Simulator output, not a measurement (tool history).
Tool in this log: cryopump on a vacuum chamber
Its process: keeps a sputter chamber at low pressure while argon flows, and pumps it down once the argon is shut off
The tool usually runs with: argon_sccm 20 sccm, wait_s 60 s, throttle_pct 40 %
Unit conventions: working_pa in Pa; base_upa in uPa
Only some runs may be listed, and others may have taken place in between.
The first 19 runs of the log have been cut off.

run	day	argon_sccm	wait_s	throttle_pct	working_pa	base_upa
20	41.517	20	60	34	0.0719	1.89
21	43.179	22	155	34	0.0801	1.02
22	46.246	22	155	34	0.082	0.99
23	48	22	155	34	0.0812	1.04
24	50.562	18	58	56	0.0434	1.96
25	52.096	20	173	40	0.0646	1.07
26	55.146	20	173	40	0.0658	1.06
27	57.662	20	173	40	0.0668	1.12
# day 58.962: pump warmed up, emptied and cooled again
28	60.608	20	173	40	0.0589	1.01
29	61.858	21	60	42	0.06	1.91
30	64.504	21	276	59	0.043	0.9
31	67.575	23	26	59	0.0484	3.84
32	69.812	23	26	59	0.0501	3.87
33	71.658	20	157	40	0.0634	1.16
34	74.746	19	55	19	0.1223	2.27
35	76.104	17	80	20	0.1041	1.79

3 ways to go on from here, each from the tool as it stands after run 35. What would each give?
A	78.021	28	80	20	?	?
B	78.021	13	60	35	?	?
C	78.021	8	55	37	?	?

run	working_pa	base_upa
A	0.1747	1.84
B	0.0459	2.2
C	0.0274	2.29
Without the tool's hidden state the same runs would have given:
run	working_pa	base_upa
A	0.167	1.3
B	0.0424	1.66
C	0.0252	1.76
